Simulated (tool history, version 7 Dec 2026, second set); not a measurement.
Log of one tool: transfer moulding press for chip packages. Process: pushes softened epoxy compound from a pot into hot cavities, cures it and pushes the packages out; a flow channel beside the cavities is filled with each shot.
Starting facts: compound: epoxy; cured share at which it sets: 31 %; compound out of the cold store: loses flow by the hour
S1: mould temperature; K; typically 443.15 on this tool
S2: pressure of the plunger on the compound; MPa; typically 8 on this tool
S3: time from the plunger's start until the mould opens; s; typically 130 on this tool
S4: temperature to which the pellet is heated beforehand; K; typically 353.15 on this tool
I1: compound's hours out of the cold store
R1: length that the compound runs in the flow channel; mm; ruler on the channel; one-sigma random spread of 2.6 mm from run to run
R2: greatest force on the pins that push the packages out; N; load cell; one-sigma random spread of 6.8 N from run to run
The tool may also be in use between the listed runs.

{"run": 1, "hour": 0.0, "S1": 443.15, "S2": 8, "S3": 130, "S4": 353.15, "I1": 14.6, "R1": 789, "R2": 286}
{"run": 2, "hour": 11.8, "S1": 443.15, "S2": 8, "S3": 132, "S4": 353.15, "I1": 24, "R1": 748, "R2": 262}
{"run": 3, "hour": 18.6, "S1": 448.15, "S2": 8, "S3": 130, "S4": 353.15, "I1": 33.6, "R1": 703, "R2": 252}
{"run": 4, "hour": 26.3, "S1": 448.15, "S2": 8, "S3": 130, "S4": 353.15, "I1": 30.8, "R1": 711, "R2": 243}
{"run": 5, "hour": 41.2, "S1": 448.15, "S2": 8, "S3": 130, "S4": 353.15, "I1": 42.5, "R1": 670, "R2": 236}
{"run": 6, "hour": 51.1, "S1": 448.15, "S2": 8, "S3": 130, "S4": 353.15, "I1": 33.2, "R1": 707, "R2": 242}
{"hour": 61.8, "done": "cavities cleaned with cleaning compound and waxed"}
{"run": 7, "hour": 63.4, "S1": 448.15, "S2": 8, "S3": 130, "S4": 353.15, "I1": 38.2, "R1": 690, "R2": 253}
{"run": 8, "hour": 79.3, "S1": 443.15, "S2": 8, "S3": 130, "S4": 353.15, "I1": 29.9, "R1": 724, "R2": 278}
{"run": 9, "hour": 93.7, "S1": 443.15, "S2": 8, "S3": 130, "S4": 353.15, "I1": 38.5, "R1": 697, "R2": 279}
{"run": 10, "hour": 102.0, "S1": 443.15, "S2": 8, "S3": 130, "S4": 353.15, "I1": 30.9, "R1": 722, "R2": 269}
{"run": 11, "hour": 111.4, "S1": 443.15, "S2": 8, "S3": 130, "S4": 353.15, "I1": 26.2, "R1": 737, "R2": 278}
{"run": 12, "hour": 123.3, "S1": 443.15, "S2": 8, "S3": 130, "S4": 353.15, "I1": 14.1, "R1": 788, "R2": 280}
{"run": 13, "hour": 135.2, "S1": 443.15, "S2": 8, "S3": 130, "S4": 353.15, "I1": 31.4, "R1": 718, "R2": 276}
{"run": 14, "hour": 142.4, "S1": 443.15, "S2": 8, "S3": 130, "S4": 353.15, "I1": 9.5, "R1": 809, "R2": 288}
{"hour": 151.9, "done": "cavities cleaned with cleaning compound and waxed"}
{"run": 15, "hour": 160.0, "S1": 440.15, "S2": 7.41, "S3": 130, "S4": 353.15, "I1": 45.2, "R1": 655, "R2": 313}
{"run": 16, "hour": 174.7, "S1": 440.15, "S2": 7.41, "S3": 130, "S4": 353.15, "I1": 37.4, "R1": 679, "R2": 302}
{"run": 17, "hour": 190.1, "S1": 438.15, "S2": 8, "S3": 130, "S4": 358.15, "I1": 42, "R1": 688, "R2": 339}
{"run": 18, "hour": 199.0, "S1": 438.15, "S2": 8, "S3": 130, "S4": 358.15, "I1": 30.9, "R1": 736, "R2": 348}
{"run": 19, "hour": 213.3, "S1": 438.15, "S2": 8, "S3": 128, "S4": 360.15, "I1": 25.9, "R1": 751, "R2": 373}
{"run": 20, "hour": 227.9, "S1": 443.15, "S2": 8.3, "S3": 130, "S4": 353.15, "I1": 17.7, "R1": 792, "R2": 272}
{"run": 21, "hour": 236.2, "S1": 443.15, "S2": 8, "S3": 118, "S4": 353.15, "I1": 28.7, "R1": 729, "R2": 309}
{"hour": 242.0, "done": "cavities cleaned with cleaning compound and waxed"}
{"run": 22, "hour": 250.5, "S1": 446.15, "S2": 8.82, "S3": 118, "S4": 353.15, "I1": 30.9, "R1": 754, "R2": 275}
{"run": 23, "hour": 263.9, "S1": 446.15, "S2": 8, "S3": 130, "S4": 353.15, "I1": 45.3, "R1": 666, "R2": 248}
{"run": 24, "hour": 276.7, "S1": 446.15, "S2": 8, "S3": 130, "S4": 353.15, "I1": 15.4, "R1": 776, "R2": 253}
{"run": 25, "hour": 288.1, "S1": 446.15, "S2": 8, "S3": 130, "S4": 353.15, "I1": 17, "R1": 773, "R2": 244}
{"run": 26, "hour": 296.7, "S1": 445.15, "S2": 6.45, "S3": 114, "S4": 353.15, "I1": 17.2, "R1": 694, "R2": 307}
{"run": 27, "hour": 308.3, "S1": 443.15, "S2": 8, "S3": 111, "S4": 353.15, "I1": 41.2, "R1": 688, "R2": 344}
{"run": 28, "hour": 323.2, "S1": 443.15, "S2": 6.95, "S3": 125, "S4": 353.15, "I1": 21.6, "R1": 708, "R2": 305}

Forecast each of these 3 alternatives for the next run:
{"hour": 332.2, "done": "cavities cleaned with cleaning compound and waxed"}
{"run": "A", "hour": 339.4, "S1": 442.15, "S2": 8, "S3": 165, "S4": 359.15, "I1": 21.4, "R1": "?", "R2": "?"}
{"hour": 332.2, "done": "cavities cleaned with cleaning compound and waxed"}
{"run": "B", "hour": 339.4, "S1": 437.15, "S2": 9.69, "S3": 125, "S4": 351.15, "I1": 9.8, "R1": "?", "R2": "?"}
{"hour": 332.2, "done": "cavities cleaned with cleaning compound and waxed"}
{"run": "C", "hour": 339.4, "S1": 450.15, "S2": 8.22, "S3": 134, "S4": 353.15, "I1": 33.4, "R1": "?", "R2": "?"}

run=A R1=762 R2=251
run=B R1=907 R2=421
run=C R1=708 R2=232
With the hidden condition removed and each run's random variation left untouched, the same runs would have given:
run=A R1=763 R2=251
run=B R1=907 R2=421
run=C R1=708 R2=231

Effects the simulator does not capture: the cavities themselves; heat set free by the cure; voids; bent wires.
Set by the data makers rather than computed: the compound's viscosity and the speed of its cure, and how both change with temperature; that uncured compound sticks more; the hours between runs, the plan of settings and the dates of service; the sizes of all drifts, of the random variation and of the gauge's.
